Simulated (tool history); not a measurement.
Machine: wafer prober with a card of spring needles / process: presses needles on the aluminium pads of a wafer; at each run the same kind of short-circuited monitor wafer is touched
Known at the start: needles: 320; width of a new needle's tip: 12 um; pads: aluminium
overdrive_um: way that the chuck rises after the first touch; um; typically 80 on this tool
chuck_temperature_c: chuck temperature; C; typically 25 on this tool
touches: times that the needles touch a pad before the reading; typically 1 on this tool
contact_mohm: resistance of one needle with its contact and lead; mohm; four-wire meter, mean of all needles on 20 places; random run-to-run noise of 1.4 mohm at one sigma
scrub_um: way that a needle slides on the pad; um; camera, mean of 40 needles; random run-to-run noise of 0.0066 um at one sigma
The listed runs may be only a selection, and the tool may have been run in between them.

run 1 hour=0 | overdrive_um=80 chuck_temperature_c=25 touches=1 | contact_mohm=149 scrub_um=10.252
-- hour=9.1 tips cleaned on abrasive film
-- hour=24.2 tips cleaned on abrasive film
run 2 hour=35.3 | overdrive_um=80 chuck_temperature_c=25 touches=1 | contact_mohm=153 scrub_um=10.237
-- hour=38.3 tips cleaned on abrasive film
-- hour=50.4 tips cleaned on abrasive film
-- hour=65.3 tips cleaned on abrasive film
-- hour=80.1 tips cleaned on abrasive film
run 3 hour=81.3 | overdrive_um=80 chuck_temperature_c=25 touches=1 | contact_mohm=136 scrub_um=10.209
-- hour=93.4 tips cleaned on abrasive film
-- hour=105.5 tips cleaned on abrasive film
-- hour=120.6 tips cleaned on abrasive film
run 4 hour=125 | overdrive_um=80 chuck_temperature_c=25 touches=2 | contact_mohm=142 scrub_um=10.185
-- hour=128.3 height of the first contact set anew
-- hour=134.4 tips cleaned on abrasive film
-- hour=149.2 tips cleaned on abrasive film
run 5 hour=151.3 | overdrive_um=80 chuck_temperature_c=112 touches=2 | contact_mohm=144 scrub_um=10.098
-- hour=162.9 tips cleaned on abrasive film
-- hour=178 tips cleaned on abrasive film
run 6 hour=180.1 | overdrive_um=80 chuck_temperature_c=78 touches=2 | contact_mohm=143 scrub_um=10.09
-- hour=192.2 tips cleaned on abrasive film
-- hour=206.4 tips cleaned on abrasive film
-- hour=218.5 tips cleaned on abrasive film
run 7 hour=224.6 | overdrive_um=80 chuck_temperature_c=78 touches=2 | contact_mohm=148 scrub_um=10.079
-- hour=233.1 tips cleaned on abrasive film
-- hour=248.1 tips cleaned on abrasive film
-- hour=263.2 tips cleaned on abrasive film
-- hour=266.5 height of the first contact set anew, once more
-- hour=278.6 tips cleaned on abrasive film
run 8 hour=285.4 | overdrive_um=80 chuck_temperature_c=78 touches=2 | contact_mohm=151 scrub_um=10.264
-- hour=291.5 tips cleaned on abrasive film
-- hour=306.3 tips cleaned on abrasive film
-- hour=320.7 tips cleaned on abrasive film
run 9 hour=320.7 | overdrive_um=80 chuck_temperature_c=25 touches=1 | contact_mohm=127 scrub_um=10.258
-- hour=335.8 tips cleaned on abrasive film
-- hour=350.9 tips cleaned on abrasive film
-- hour=365.6 tips cleaned on abrasive film
-- hour=379.7 tips cleaned on abrasive film
run 10 hour=379.7 | overdrive_um=80 chuck_temperature_c=25 touches=1 | contact_mohm=126 scrub_um=10.199
-- hour=394.3 tips cleaned on abrasive film
-- hour=408.8 tips cleaned on abrasive film
-- hour=418.1 height of the first contact set anew
-- hour=421.2 tips cleaned on abrasive film
-- hour=435.8 tips cleaned on abrasive film
run 11 hour=436.4 | overdrive_um=80 chuck_temperature_c=72 touches=1 | contact_mohm=143 scrub_um=10.248
-- hour=448.2 tips cleaned on abrasive film
-- hour=463.2 tips cleaned on abrasive film
run 12 hour=474.8 | overdrive_um=80 chuck_temperature_c=72 touches=1 | contact_mohm=163 scrub_um=10.227
-- hour=478 tips cleaned on abrasive film
-- hour=493.1 tips cleaned on abrasive film
-- hour=508.2 tips cleaned on abrasive film
-- hour=522.8 tips cleaned on abrasive film
run 13 hour=526.7 | overdrive_um=80 chuck_temperature_c=72 touches=1 | contact_mohm=157 scrub_um=10.209
-- hour=535.8 tips cleaned on abrasive film
-- hour=547.9 tips cleaned on abrasive film
-- hour=563 tips cleaned on abrasive film
-- hour=569.3 height of the first contact set anew
-- hour=577.2 tips cleaned on abrasive film
run 14 hour=577.2 | overdrive_um=80 chuck_temperature_c=72 touches=1 | contact_mohm=132 scrub_um=10.264
-- hour=592 tips cleaned on abrasive film
run 15 hour=603.8 | overdrive_um=80 chuck_temperature_c=72 touches=1 | contact_mohm=162 scrub_um=10.258
-- hour=606.5 tips cleaned on abrasive film
-- hour=621.4 tips cleaned on abrasive film
-- hour=636.5 tips cleaned on abrasive film
-- hour=649.4 tips cleaned on abrasive film
run 16 hour=649.4 | overdrive_um=80 chuck_temperature_c=25 touches=2 | contact_mohm=129 scrub_um=10.225
-- hour=664.5 tips cleaned on abrasive film
-- hour=679.5 tips cleaned on abrasive film
run 17 hour=679.7 | overdrive_um=62 chuck_temperature_c=109 touches=2 | contact_mohm=147 scrub_um=7.897
-- hour=691.8 tips cleaned on abrasive film
-- hour=706.5 tips cleaned on abrasive film
run 18 hour=711.3 | overdrive_um=61 chuck_temperature_c=109 touches=2 | contact_mohm=159 scrub_um=7.745
-- hour=720.4 tips cleaned on abrasive film
-- hour=720.7 height of the first contact set anew
-- hour=735.8 tips cleaned on abrasive film
run 19 hour=747.6 | overdrive_um=87 chuck_temperature_c=121 touches=1 | contact_mohm=164 scrub_um=11.176
-- hour=750.7 tips cleaned on abrasive film
-- hour=765.7 tips cleaned on abrasive film
-- hour=780.3 tips cleaned on abrasive film
run 20 hour=788.4 | overdrive_um=94 chuck_temperature_c=25 touches=2 | contact_mohm=138 scrub_um=12.036
-- hour=794.4 tips cleaned on abrasive film
-- hour=809.2 tips cleaned on abrasive film
-- hour=823.9 tips cleaned on abrasive film
-- hour=839 tips cleaned on abrasive film
run 21 hour=839.6 | overdrive_um=80 chuck_temperature_c=25 touches=1 | contact_mohm=132 scrub_um=10.198
-- hour=851.7 tips cleaned on abrasive film
-- hour=863.8 tips cleaned on abrasive film
-- hour=870.1 height of the first contact set anew
-- hour=879.2 tips cleaned on abrasive film
run 22 hour=882.5 | overdrive_um=80 chuck_temperature_c=25 touches=1 | contact_mohm=148 scrub_um=10.276
-- hour=891.6 tips cleaned on abrasive film
-- hour=906.3 tips cleaned on abrasive film
run 23 hour=909.8 | overdrive_um=94 chuck_temperature_c=25 touches=2 | contact_mohm=136 scrub_um=12.049
-- hour=918.9 tips cleaned on abrasive film
-- hour=933.4 tips cleaned on abrasive film
-- hour=948.3 tips cleaned on abrasive film
run 24 hour=957.3 | overdrive_um=65 chuck_temperature_c=67 touches=1 | contact_mohm=177 scrub_um=8.287
-- hour=963.1 tips cleaned on abrasive film
-- hour=977.6 tips cleaned on abrasive film
-- hour=992.7 tips cleaned on abrasive film
-- hour=1007.8 tips cleaned on abrasive film
run 25 hour=1009.3 | overdrive_um=84 chuck_temperature_c=25 touches=1 | contact_mohm=141 scrub_um=10.684
-- hour=1021 tips cleaned on abrasive film
-- hour=1021.3 height of the first contact set anew
-- hour=1035.8 tips cleaned on abrasive film
run 26 hour=1046.8 | overdrive_um=84 chuck_temperature_c=25 touches=1 | contact_mohm=160 scrub_um=10.774

Below are 3 alternative next runs, each starting from the tool's condition after run 26. Predict each:
-- hour=1049.9 tips cleaned on abrasive film
-- hour=1064.9 tips cleaned on abrasive film
-- hour=1079.6 tips cleaned on abrasive film
-- hour=1094.7 tips cleaned on abrasive film
run A hour=1101.9 | overdrive_um=74 chuck_temperature_c=25 touches=1 | contact_mohm=? scrub_um=?
-- hour=1049.9 tips cleaned on abrasive film
-- hour=1064.9 tips cleaned on abrasive film
-- hour=1079.6 tips cleaned on abrasive film
-- hour=1094.7 tips cleaned on abrasive film
run B hour=1101.9 | overdrive_um=73 chuck_temperature_c=25 touches=1 | contact_mohm=? scrub_um=?
-- hour=1049.9 tips cleaned on abrasive film
-- hour=1064.9 tips cleaned on abrasive film
-- hour=1079.6 tips cleaned on abrasive film
-- hour=1094.7 tips cleaned on abrasive film
run C hour=1101.9 | overdrive_um=90 chuck_temperature_c=52 touches=1 | contact_mohm=? scrub_um=?

run=A contact_mohm=166 scrub_um=9.455
run=B contact_mohm=164 scrub_um=9.331
run=C contact_mohm=156 scrub_um=11.523
With no hidden state in the tool, these same runs would have given:
run=A contact_mohm=127 scrub_um=9.497
run=B contact_mohm=125 scrub_um=9.373
run=C contact_mohm=130 scrub_um=11.565

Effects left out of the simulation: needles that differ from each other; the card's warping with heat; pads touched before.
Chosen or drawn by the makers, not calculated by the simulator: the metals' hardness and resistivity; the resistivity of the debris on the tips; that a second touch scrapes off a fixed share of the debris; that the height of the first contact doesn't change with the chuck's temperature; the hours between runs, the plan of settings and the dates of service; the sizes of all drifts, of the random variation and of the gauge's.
